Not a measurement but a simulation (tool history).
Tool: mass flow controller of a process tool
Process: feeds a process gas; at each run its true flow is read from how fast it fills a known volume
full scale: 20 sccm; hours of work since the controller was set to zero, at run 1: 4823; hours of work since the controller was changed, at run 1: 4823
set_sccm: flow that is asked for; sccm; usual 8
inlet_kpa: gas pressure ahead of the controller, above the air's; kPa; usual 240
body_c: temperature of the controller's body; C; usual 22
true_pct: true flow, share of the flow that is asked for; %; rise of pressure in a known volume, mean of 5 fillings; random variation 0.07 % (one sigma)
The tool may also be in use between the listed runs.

| run | hour | set_sccm | inlet_kpa | body_c | hours of work since the controller was set to zero | hours of work since the controller was changed | true_pct |
|---|---|---|---|---|---|---|---|
| 1 | 0 | 8 | 240 | 22 | 4823 | 4823 | 97.72 |
| 2 | 376.4 | 8 | 266 | 22 | 5063 | 5063 | 97.88 |
| 3 | 865.6 | 8 | 266 | 22 | 5375 | 5375 | 98.02 |
|  | 1157.4 | controller's zero set anew |
| 4 | 1287.3 | 8 | 266 | 22 | 83 | 5643 | 98.15 |
| 5 | 1610.3 | 8 | 143 | 22 | 288 | 5848 | 97.18 |
| 6 | 2033 | 2 | 143 | 22 | 558 | 6118 | 100.52 |
|  | 2146.4 | controller's zero set anew, once more |
| 7 | 2508.4 | 2 | 143 | 22 | 230 | 6420 | 94.93 |
| 8 | 2781.5 | 14 | 174 | 21 | 404 | 6594 | 96.91 |
| 9 | 3121.8 | 3 | 142 | 27 | 621 | 6811 | 95.19 |
| 10 | 3328.9 | 18 | 257 | 36 | 753 | 6943 | 99.11 |
| 11 | 3805.2 | 6 | 240 | 30 | 1056 | 7246 | 96.56 |
| 12 | 4141.7 | 6 | 240 | 30 | 1271 | 7460 | 96.51 |
| 13 | 4383.1 | 18 | 230 | 34 | 1424 | 7614 | 98.57 |

4 options for the next run, each taken on its own from the tool as it stands now. Forecast them:
| A | 4875.1 | 18 | 230 | 32 | 1738 | 7927 | ? |
| B | 4875.1 | 3 | 226 | 26 | 1738 | 7927 | ? |
| C | 4875.1 | 18 | 268 | 34 | 1738 | 7927 | ? |
| D | 4875.1 | 18 | 216 | 34 | 1738 | 7927 | ? |

| run | true_pct |
|---|---|
| A | 98.4 |
| B | 96.19 |
| C | 98.73 |
| D | 98.2 |
Take away the tool's hidden state, keep each run's random variation, and the runs would have read:
| run | true_pct |
|---|---|
| A | 100.32 |
| B | 97.38 |
| C | 100.65 |
| D | 100.12 |

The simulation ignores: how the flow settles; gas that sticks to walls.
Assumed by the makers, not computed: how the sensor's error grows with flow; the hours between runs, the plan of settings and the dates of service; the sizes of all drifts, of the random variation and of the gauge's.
